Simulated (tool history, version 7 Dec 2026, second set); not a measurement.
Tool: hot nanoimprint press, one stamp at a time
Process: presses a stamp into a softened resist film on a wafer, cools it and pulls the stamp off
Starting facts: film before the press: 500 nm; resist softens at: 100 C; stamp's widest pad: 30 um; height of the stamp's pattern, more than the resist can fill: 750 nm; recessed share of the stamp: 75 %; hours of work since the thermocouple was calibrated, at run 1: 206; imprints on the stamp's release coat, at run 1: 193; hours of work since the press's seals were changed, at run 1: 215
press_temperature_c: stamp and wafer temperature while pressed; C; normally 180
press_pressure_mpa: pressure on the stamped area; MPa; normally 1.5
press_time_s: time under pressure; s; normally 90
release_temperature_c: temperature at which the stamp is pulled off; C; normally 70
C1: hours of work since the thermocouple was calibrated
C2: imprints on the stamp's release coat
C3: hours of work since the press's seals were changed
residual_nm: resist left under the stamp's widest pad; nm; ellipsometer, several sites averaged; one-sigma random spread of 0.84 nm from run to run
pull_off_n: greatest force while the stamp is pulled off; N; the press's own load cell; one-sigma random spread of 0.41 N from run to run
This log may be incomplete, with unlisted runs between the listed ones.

run 1 day=0 | press_temperature_c=180 press_pressure_mpa=1.5 press_time_s=90 release_temperature_c=70 | C1=206 C2=193 C3=215 | residual_nm=225.4 pull_off_n=124.1
run 2 day=0.492 | press_temperature_c=180 press_pressure_mpa=1.5 press_time_s=90 release_temperature_c=70 | C1=212 C2=233 C3=221 | residual_nm=225.8 pull_off_n=124.4
run 3 day=1.071 | press_temperature_c=180 press_pressure_mpa=1.5 press_time_s=90 release_temperature_c=70 | C1=219 C2=279 C3=227 | residual_nm=224.3 pull_off_n=123.9
run 4 day=1.596 | press_temperature_c=180 press_pressure_mpa=0.92 press_time_s=90 release_temperature_c=70 | C1=224 C2=321 C3=233 | residual_nm=283.2 pull_off_n=122.9
run 5 day=2.042 | press_temperature_c=180 press_pressure_mpa=0.92 press_time_s=90 release_temperature_c=70 | C1=230 C2=356 C3=238 | residual_nm=283.8 pull_off_n=124
run 6 day=2.412 | press_temperature_c=180 press_pressure_mpa=1.5 press_time_s=79 release_temperature_c=70 | C1=234 C2=386 C3=243 | residual_nm=235.2 pull_off_n=124.6
run 7 day=2.758 | press_temperature_c=180 press_pressure_mpa=1.5 press_time_s=90 release_temperature_c=70 | C1=238 C2=413 C3=246 | residual_nm=226.4 pull_off_n=123.8
run 8 day=3.517 | press_temperature_c=180 press_pressure_mpa=1.5 press_time_s=90 release_temperature_c=70 | C1=246 C2=474 C3=255 | residual_nm=224.5 pull_off_n=124.2
run 9 day=4.112 | press_temperature_c=180 press_pressure_mpa=1.5 press_time_s=90 release_temperature_c=70 | C1=253 C2=521 C3=262 | residual_nm=226.5 pull_off_n=123.5
-- day=4.421 stamp cleaned and given a new release coat
run 10 day=4.933 | press_temperature_c=180 press_pressure_mpa=1.5 press_time_s=90 release_temperature_c=70 | C1=260 C2=41 C3=268 | residual_nm=224.7 pull_off_n=123.5
run 11 day=5.496 | press_temperature_c=180 press_pressure_mpa=1.75 press_time_s=90 release_temperature_c=70 | C1=266 C2=86 C3=275 | residual_nm=209.9 pull_off_n=123.6
run 12 day=5.95 | press_temperature_c=180 press_pressure_mpa=1.5 press_time_s=90 release_temperature_c=70 | C1=271 C2=122 C3=280 | residual_nm=223 pull_off_n=123.9
run 13 day=6.358 | press_temperature_c=180 press_pressure_mpa=1.63 press_time_s=90 release_temperature_c=70 | C1=276 C2=155 C3=284 | residual_nm=216.8 pull_off_n=123.8
run 14 day=6.679 | press_temperature_c=180 press_pressure_mpa=1.63 press_time_s=90 release_temperature_c=70 | C1=279 C2=180 C3=288 | residual_nm=215.2 pull_off_n=123.1
run 15 day=7.192 | press_temperature_c=180 press_pressure_mpa=1.63 press_time_s=90 release_temperature_c=70 | C1=285 C2=221 C3=294 | residual_nm=218 pull_off_n=123.3
run 16 day=7.729 | press_temperature_c=180 press_pressure_mpa=1.63 press_time_s=90 release_temperature_c=70 | C1=291 C2=264 C3=300 | residual_nm=216 pull_off_n=123.8
run 17 day=8.483 | press_temperature_c=174 press_pressure_mpa=1.5 press_time_s=90 release_temperature_c=67 | C1=300 C2=325 C3=309 | residual_nm=280 pull_off_n=130.3
run 18 day=9.162 | press_temperature_c=188 press_pressure_mpa=1.5 press_time_s=90 release_temperature_c=70 | C1=308 C2=378 C3=316 | residual_nm=167.2 pull_off_n=123.8
run 19 day=9.871 | press_temperature_c=188 press_pressure_mpa=1.5 press_time_s=90 release_temperature_c=70 | C1=316 C2=435 C3=324 | residual_nm=168 pull_off_n=123.7
run 20 day=10.308 | press_temperature_c=188 press_pressure_mpa=1.5 press_time_s=90 release_temperature_c=70 | C1=321 C2=470 C3=329 | residual_nm=167.5 pull_off_n=122.8
-- day=11.217 stamp cleaned and given a new release coat
run 21 day=11.329 | press_temperature_c=188 press_pressure_mpa=1.31 press_time_s=48 release_temperature_c=74 | C1=329 C2=8 C3=338 | residual_nm=227.3 pull_off_n=114.9
run 22 day=11.8 | press_temperature_c=181 press_pressure_mpa=1.78 press_time_s=72 release_temperature_c=74 | C1=335 C2=46 C3=343 | residual_nm=215 pull_off_n=115.1
run 23 day=12.567 | press_temperature_c=181 press_pressure_mpa=1.78 press_time_s=95 release_temperature_c=74 | C1=343 C2=107 C3=352 | residual_nm=195 pull_off_n=115.3
run 24 day=13.262 | press_temperature_c=181 press_pressure_mpa=1.78 press_time_s=95 release_temperature_c=74 | C1=351 C2=163 C3=360 | residual_nm=194.8 pull_off_n=115.2
run 25 day=13.612 | press_temperature_c=181 press_pressure_mpa=1.78 press_time_s=95 release_temperature_c=74 | C1=355 C2=191 C3=364 | residual_nm=195.5 pull_off_n=115
run 26 day=14.071 | press_temperature_c=177 press_pressure_mpa=1.84 press_time_s=90 release_temperature_c=58 | C1=360 C2=227 C3=369 | residual_nm=227.9 pull_off_n=148.3
run 27 day=14.554 | press_temperature_c=171 press_pressure_mpa=1.5 press_time_s=58 release_temperature_c=73 | C1=366 C2=266 C3=375 | residual_nm=347 pull_off_n=117.7
run 28 day=14.917 | press_temperature_c=171 press_pressure_mpa=1.5 press_time_s=58 release_temperature_c=73 | C1=370 C2=295 C3=379 | residual_nm=348.6 pull_off_n=117.2
run 29 day=15.496 | press_temperature_c=184 press_pressure_mpa=1.5 press_time_s=90 release_temperature_c=62 | C1=377 C2=341 C3=385 | residual_nm=194.2 pull_off_n=141.4

Branching from run 29: 4 alternative next runs. What would each branch give?
run A day=15.983 | press_temperature_c=175 press_pressure_mpa=1.5 press_time_s=136 release_temperature_c=77 | C1=382 C2=380 C3=391 | residual_nm=? pull_off_n=?
run B day=15.983 | press_temperature_c=184 press_pressure_mpa=1.5 press_time_s=131 release_temperature_c=67 | C1=382 C2=380 C3=391 | residual_nm=? pull_off_n=?
run C day=15.983 | press_temperature_c=172 press_pressure_mpa=1.5 press_time_s=90 release_temperature_c=64 | C1=382 C2=380 C3=391 | residual_nm=? pull_off_n=?
run D day=15.983 | press_temperature_c=180 press_pressure_mpa=1.5 press_time_s=54 release_temperature_c=70 | C1=382 C2=380 C3=391 | residual_nm=? pull_off_n=?

run=A residual_nm=234.8 pull_off_n=109
run=B residual_nm=168.4 pull_off_n=129.5
run=C residual_nm=299.3 pull_off_n=136.6
run=D residual_nm=267.7 pull_off_n=123.2
Without the tool's unlogged condition, the same runs would have read:
run=A residual_nm=234.9 pull_off_n=109
run=B residual_nm=168.5 pull_off_n=129.4
run=C residual_nm=299.5 pull_off_n=136.6
run=D residual_nm=267.8 pull_off_n=123.2

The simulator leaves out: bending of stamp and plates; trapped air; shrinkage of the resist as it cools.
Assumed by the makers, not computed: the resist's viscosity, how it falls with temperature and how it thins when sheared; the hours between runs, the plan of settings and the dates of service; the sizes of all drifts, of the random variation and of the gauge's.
